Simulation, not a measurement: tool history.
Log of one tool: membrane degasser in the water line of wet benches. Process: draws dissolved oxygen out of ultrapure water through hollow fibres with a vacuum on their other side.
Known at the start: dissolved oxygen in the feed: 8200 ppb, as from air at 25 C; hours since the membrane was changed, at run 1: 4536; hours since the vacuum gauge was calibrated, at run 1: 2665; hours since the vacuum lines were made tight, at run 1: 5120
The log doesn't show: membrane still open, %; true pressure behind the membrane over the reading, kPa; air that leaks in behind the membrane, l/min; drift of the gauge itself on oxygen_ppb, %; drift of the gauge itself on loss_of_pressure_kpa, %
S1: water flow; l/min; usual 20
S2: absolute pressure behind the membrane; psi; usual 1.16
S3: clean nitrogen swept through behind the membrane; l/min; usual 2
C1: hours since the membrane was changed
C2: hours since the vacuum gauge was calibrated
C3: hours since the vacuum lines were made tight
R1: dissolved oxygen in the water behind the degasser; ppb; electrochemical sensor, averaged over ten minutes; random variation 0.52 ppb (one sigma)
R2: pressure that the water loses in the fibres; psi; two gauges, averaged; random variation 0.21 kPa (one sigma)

{"run": 1, "hour": 0.0, "S1": 20, "S2": 1.16, "S3": 2, "C1": 4536, "C2": 2665, "C3": 5120, "R1": 114.1, "R2": 7.053}
{"run": 2, "hour": 60.5, "S1": 20, "S2": 1.16, "S3": 2, "C1": 4597, "C2": 2726, "C3": 5180, "R1": 114.6, "R2": 6.989}
{"run": 3, "hour": 113.2, "S1": 21, "S2": 1.16, "S3": 2, "C1": 4649, "C2": 2779, "C3": 5233, "R1": 120.4, "R2": 7.348}
{"run": 4, "hour": 194.7, "S1": 21, "S2": 1.16, "S3": 2, "C1": 4731, "C2": 2860, "C3": 5314, "R1": 121.1, "R2": 7.353}
{"run": 5, "hour": 266.9, "S1": 21, "S2": 1.16, "S3": 2, "C1": 4803, "C2": 2932, "C3": 5386, "R1": 120.7, "R2": 7.361}
{"run": 6, "hour": 316.1, "S1": 21, "S2": 1.16, "S3": 2, "C1": 4852, "C2": 2982, "C3": 5436, "R1": 120.3, "R2": 7.311}
{"run": 7, "hour": 415.3, "S1": 20, "S2": 1.16, "S3": 2, "C1": 4951, "C2": 3081, "C3": 5535, "R1": 115.1, "R2": 6.973}
{"run": 8, "hour": 482.5, "S1": 20, "S2": 1.16, "S3": 1.45, "C1": 5019, "C2": 3148, "C3": 5602, "R1": 152.9, "R2": 6.952}
{"run": 9, "hour": 581.6, "S1": 20, "S2": 1.16, "S3": 1.45, "C1": 5118, "C2": 3247, "C3": 5701, "R1": 153.1, "R2": 6.921}
{"run": 10, "hour": 680.7, "S1": 20, "S2": 1.16, "S3": 1.45, "C1": 5217, "C2": 3346, "C3": 5800, "R1": 153.3, "R2": 7.031}
{"run": 11, "hour": 764.1, "S1": 20, "S2": 1.16, "S3": 1.45, "C1": 5300, "C2": 3430, "C3": 5884, "R1": 153.1, "R2": 7.002}
{"run": 12, "hour": 843.6, "S1": 20, "S2": 2.139, "S3": 2, "C1": 5380, "C2": 3509, "C3": 5963, "R1": 267.7, "R2": 6.959}
{"hour": 939.5, "done": "vacuum gauge calibrated"}
{"run": 13, "hour": 952.7, "S1": 20, "S2": 2.139, "S3": 2, "C1": 5488, "C2": 13, "C3": 6072, "R1": 266.6, "R2": 6.955}
{"run": 14, "hour": 1000.4, "S1": 20, "S2": 2.139, "S3": 2, "C1": 5536, "C2": 61, "C3": 6119, "R1": 268.3, "R2": 6.982}
{"run": 15, "hour": 1081.3, "S1": 13, "S2": 1.16, "S3": 2, "C1": 5617, "C2": 142, "C3": 6200, "R1": 74.7, "R2": 4.631}
{"run": 16, "hour": 1169.4, "S1": 13, "S2": 1.16, "S3": 2, "C1": 5705, "C2": 230, "C3": 6288, "R1": 75.1, "R2": 4.548}
{"run": 17, "hour": 1230.9, "S1": 13, "S2": 2.444, "S3": 1.35, "C1": 5766, "C2": 291, "C3": 6350, "R1": 300.4, "R2": 4.518}
{"run": 18, "hour": 1322.2, "S1": 27, "S2": 1.115, "S3": 1.37, "C1": 5858, "C2": 383, "C3": 6441, "R1": 210.6, "R2": 9.409}
{"run": 19, "hour": 1409.6, "S1": 27, "S2": 1.115, "S3": 1.37, "C1": 5945, "C2": 470, "C3": 6529, "R1": 208.9, "R2": 9.406}
{"run": 20, "hour": 1479.5, "S1": 23, "S2": 1.447, "S3": 2, "C1": 6015, "C2": 540, "C3": 6599, "R1": 186.3, "R2": 8.006}
{"run": 21, "hour": 1585.1, "S1": 21, "S2": 1.16, "S3": 2, "C1": 6121, "C2": 646, "C3": 6704, "R1": 121.4, "R2": 7.343}
{"run": 22, "hour": 1688.4, "S1": 20, "S2": 2.341, "S3": 1.65, "C1": 6224, "C2": 749, "C3": 6807, "R1": 352.8, "R2": 6.973}
{"run": 23, "hour": 1792.6, "S1": 20, "S2": 2.341, "S3": 1.65, "C1": 6328, "C2": 853, "C3": 6912, "R1": 356.1, "R2": 6.949}
{"run": 24, "hour": 1880.5, "S1": 20, "S2": 2.341, "S3": 1.65, "C1": 6416, "C2": 941, "C3": 7000, "R1": 354.2, "R2": 7.011}
{"run": 25, "hour": 1963.8, "S1": 27, "S2": 1.694, "S3": 1.64, "C1": 6499, "C2": 1024, "C3": 7083, "R1": 323, "R2": 9.43}
{"run": 26, "hour": 2044.4, "S1": 20, "S2": 2.499, "S3": 3.38, "C1": 6580, "C2": 1105, "C3": 7163, "R1": 198.7, "R2": 7.089}
{"run": 27, "hour": 2121.1, "S1": 20, "S2": 2.499, "S3": 1.4, "C1": 6657, "C2": 1182, "C3": 7240, "R1": 444.7, "R2": 6.975}
{"run": 28, "hour": 2195.4, "S1": 20, "S2": 2.499, "S3": 1.4, "C1": 6731, "C2": 1256, "C3": 7314, "R1": 444.3, "R2": 6.988}
{"run": 29, "hour": 2276.7, "S1": 19, "S2": 2.498, "S3": 2.32, "C1": 6812, "C2": 1337, "C3": 7396, "R1": 268, "R2": 6.62}
{"run": 30, "hour": 2380.3, "S1": 30, "S2": 0.954, "S3": 0.99, "C1": 6916, "C2": 1441, "C3": 7499, "R1": 238.4, "R2": 10.464}
{"run": 31, "hour": 2488.3, "S1": 20, "S2": 2.543, "S3": 0.99, "C1": 7024, "C2": 1549, "C3": 7607, "R1": 606.7, "R2": 7}

5 ways to go on from here, each from the tool as it stands after run 31. What would each give?
{"run": "A", "hour": 2540.1, "S1": 26, "S2": 0.788, "S3": 2.45, "C1": 7076, "C2": 1601, "C3": 7659, "R1": "?", "R2": "?"}
{"run": "B", "hour": 2540.1, "S1": 21, "S2": 1.16, "S3": 2, "C1": 7076, "C2": 1601, "C3": 7659, "R1": "?", "R2": "?"}
{"run": "C", "hour": 2540.1, "S1": 17, "S2": 1.308, "S3": 1.4, "C1": 7076, "C2": 1601, "C3": 7659, "R1": "?", "R2": "?"}
{"run": "D", "hour": 2540.1, "S1": 24, "S2": 2.543, "S3": 5.49, "C1": 7076, "C2": 1601, "C3": 7659, "R1": "?", "R2": "?"}
{"run": "E", "hour": 2540.1, "S1": 20, "S2": 1.16, "S3": 2.1, "C1": 7076, "C2": 1601, "C3": 7659, "R1": "?", "R2": "?"}

run=A R1=68.9 R2=9.087
run=B R1=121.2 R2=7.391
run=C R1=163.7 R2=5.997
run=D R1=158.9 R2=8.419
run=E R1=110.3 R2=6.946
Without the tool's hidden state the same runs would have given:
run=A R1=68.9 R2=9.082
run=B R1=121.2 R2=7.388
run=C R1=163.6 R2=5.994
run=D R1=158.8 R2=8.417
run=E R1=110.2 R2=6.943
